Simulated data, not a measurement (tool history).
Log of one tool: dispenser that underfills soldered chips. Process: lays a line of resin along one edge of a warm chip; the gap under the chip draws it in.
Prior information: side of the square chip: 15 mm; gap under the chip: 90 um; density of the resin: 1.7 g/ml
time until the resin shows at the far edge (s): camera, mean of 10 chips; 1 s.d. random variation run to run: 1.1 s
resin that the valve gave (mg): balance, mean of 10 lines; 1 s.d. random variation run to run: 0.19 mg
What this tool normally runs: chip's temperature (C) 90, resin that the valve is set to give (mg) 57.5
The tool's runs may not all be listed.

run	day	chip's temperature (C)	resin that the valve is set to give (mg)	time until the resin shows at the far edge (s)	resin that the valve gave (mg)
1	0	90	57.5	195.3	55.38
2	0.146	90	63.5	234.3	60.91
# day 0.171: new syringe of resin
# day 0.212: dispensing valve cleaned and set on the balance
3	0.308	98	63.5	88.2	63.43
4	0.412	98	63.5	100	62.85
5	0.546	90	57.5	164.3	57.41
6	0.633	90	57.5	180.2	57.24
7	0.733	90	57.5	201.2	57.2
# day 0.875: new syringe of resin
8	0.908	90	57.5	114.1	57.16
9	1.054	90	57.5	134.1	57.04
10	1.188	90	57.5	157.1	56.92
11	1.333	90	57.5	185.5	56.59
12	1.475	82	57.5	310.4	56.41
# day 1.542: new syringe of resin
13	1.662	82	57.5	175.7	56.41
14	1.792	82	57.5	201.1	56.2
15	1.892	90	57.5	167.7	56.33
16	1.975	102	57.5	113.6	56.36
17	2.062	102	57.5	128	55.89
18	2.167	102	57.5	143.2	56.09
# day 2.2: new syringe of resin
19	2.283	94	53.7	106.4	52.41
20	2.454	85	53.7	188.3	52.24
21	2.621	85	53.7	228	51.9
22	2.779	101	51.7	143.5	49.79
# day 2.871: new syringe of resin
23	2.925	98	69.3	84.5	66.91
24	3.088	98	69.5	102.8	67.16
25	3.262	97	63.6	133	61.56
26	3.408	97	63.6	156.9	60.72
# day 3.529: new syringe of resin
27	3.612	97	63.6	88.6	60.69
28	3.738	97	63.6	102.6	60.79
# day 3.854: dispensing valve cleaned and set on the balance
29	3.933	94	74.4	139	74.19
30	4.025	94	74.4	155.3	74.27
31	4.129	94	50.7	179.8	50.52
# day 4.233: new syringe of resin
32	4.3	99	62.5	79.7	61.98
33	4.454	76	73.5	246.8	72.83

Run 34 is up next; what results do you expect?
34	4.579	76	73.5	?	?

time until the resin shows at the far edge (s): 280.4
resin that the valve gave (mg): 72.91
Take away the tool's hidden state, keep the run-to-run variation as it was, and the same run would have given time until the resin shows at the far edge (s) 195.2, resin that the valve gave (mg) 73.5.
